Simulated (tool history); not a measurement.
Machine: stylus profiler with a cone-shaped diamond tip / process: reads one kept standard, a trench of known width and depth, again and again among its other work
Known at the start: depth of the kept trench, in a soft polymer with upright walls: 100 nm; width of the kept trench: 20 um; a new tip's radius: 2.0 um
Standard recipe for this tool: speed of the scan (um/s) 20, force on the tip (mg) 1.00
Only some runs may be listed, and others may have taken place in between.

run,hour,speed of the scan (um/s),force on the tip (mg),depth of the trench (angstrom),width of the trench's floor (µm)
1,0.0,20,1.00,1005.7,18.38
2,16.2,20,1.00,1005.5,18.35
3,30.2,20,1.00,1006.6,18.33
4,45.0,20,1.00,1006.8,18.31
5,69.8,20,1.00,1006.0,18.32
6,84.8,14,1.00,1006.1,18.37
7,102.6,20,1.00,1006.0,18.33
8,125.3,20,1.00,1005.1,18.33
9,144.3,20,1.00,1006.4,18.34
10,174.1,15,1.00,1006.5,18.37
11,199.4,18,1.00,1006.7,18.31
12,217.8,18,1.00,1007.0,18.32
13,236.5,20,2.12,1008.9,18.38
14,257.8,33,1.00,1004.9,18.20
15,271.6,33,1.00,1006.4,18.22
16,296.2,20,2.52,1009.8,18.33
17,316.8,5,1.00,1006.4,18.36
18,346.8,5,1.00,1006.2,18.35
19,371.6,5,1.00,1007.2,18.37
20,387.8,5,1.00,1006.9,18.32
21,417.3,20,2.60,1011.8,18.24
22,444.7,20,2.60,1010.2,18.24
23,474.5,20,2.60,1010.7,18.30
24,489.1,8,0.61,1005.0,18.28
25,510.8,45,0.34,1003.9,17.75
26,539.5,45,0.34,1004.3,17.78
27,560.4,41,1.22,1006.3,18.04
28,589.6,6,1.44,1009.1,18.27
29,610.5,6,1.44,1008.8,18.25
30,632.2,15,0.37,1005.1,18.09
31,657.5,15,0.37,1005.7,18.14
32,671.1,38,2.35,1011.6,18.10
33,700.7,9,0.47,1005.4,18.22
34,725.1,25,1.52,1008.9,18.14
35,746.7,12,1.02,1007.3,18.23
36,763.9,12,1.02,1007.2,18.16
37,778.1,32,1.64,1009.1,18.12
38,801.0,9,0.99,1007.0,18.18
39,819.3,14,2.03,1011.2,18.20
40,836.8,9,1.67,1009.8,18.23
41,858.0,9,1.67,1009.6,18.19
42,873.8,64,0.38,1005.2,17.52
43,886.4,11,0.83,1007.7,18.15
44,900.2,7,2.15,1010.8,18.18
45,927.9,7,2.15,1012.5,18.10
46,953.2,7,2.15,1012.0,18.21

Measured minus without-hidden-state, run by run (identical run-to-run variation in each term; gauge scatter may differ):
What the log doesn't record here: radius of the tip, um; height scale over the true one, %; drift of the gauge itself on depth_nm, %; drift of the gauge itself on floor_um, %.
run,depth of the trench (angstrom),width of the trench's floor (µm)
1,+0.9,-0.24
2,+0.9,-0.25
3,+1.0,-0.25
4,+0.9,-0.25
5,+1.1,-0.26
6,+1.1,-0.27
7,+1.1,-0.27
8,+1.2,-0.29
9,+1.2,-0.29
10,+1.2,-0.30
11,+1.3,-0.31
12,+1.3,-0.31
13,+1.4,-0.32
14,+1.4,-0.33
15,+1.4,-0.33
16,+1.5,-0.34
17,+1.5,-0.35
18,+1.6,-0.36
19,+1.6,-0.37
20,+1.7,-0.37
21,+1.7,-0.38
22,+1.8,-0.39
23,+1.8,-0.40
24,+1.9,-0.41
25,+2.0,-0.42
26,+2.0,-0.43
27,+2.0,-0.43
28,+2.1,-0.44
29,+2.1,-0.45
30,+2.2,-0.46
31,+2.3,-0.46
32,+2.3,-0.47
33,+2.3,-0.48
34,+2.4,-0.48
35,+2.4,-0.49
36,+2.5,-0.50
37,+2.4,-0.50
38,+2.5,-0.51
39,+2.6,-0.51
40,+2.6,-0.52
41,+2.7,-0.52
42,+2.7,-0.53
43,+2.7,-0.54
44,+2.8,-0.54
45,+2.8,-0.55
46,+2.9,-0.56

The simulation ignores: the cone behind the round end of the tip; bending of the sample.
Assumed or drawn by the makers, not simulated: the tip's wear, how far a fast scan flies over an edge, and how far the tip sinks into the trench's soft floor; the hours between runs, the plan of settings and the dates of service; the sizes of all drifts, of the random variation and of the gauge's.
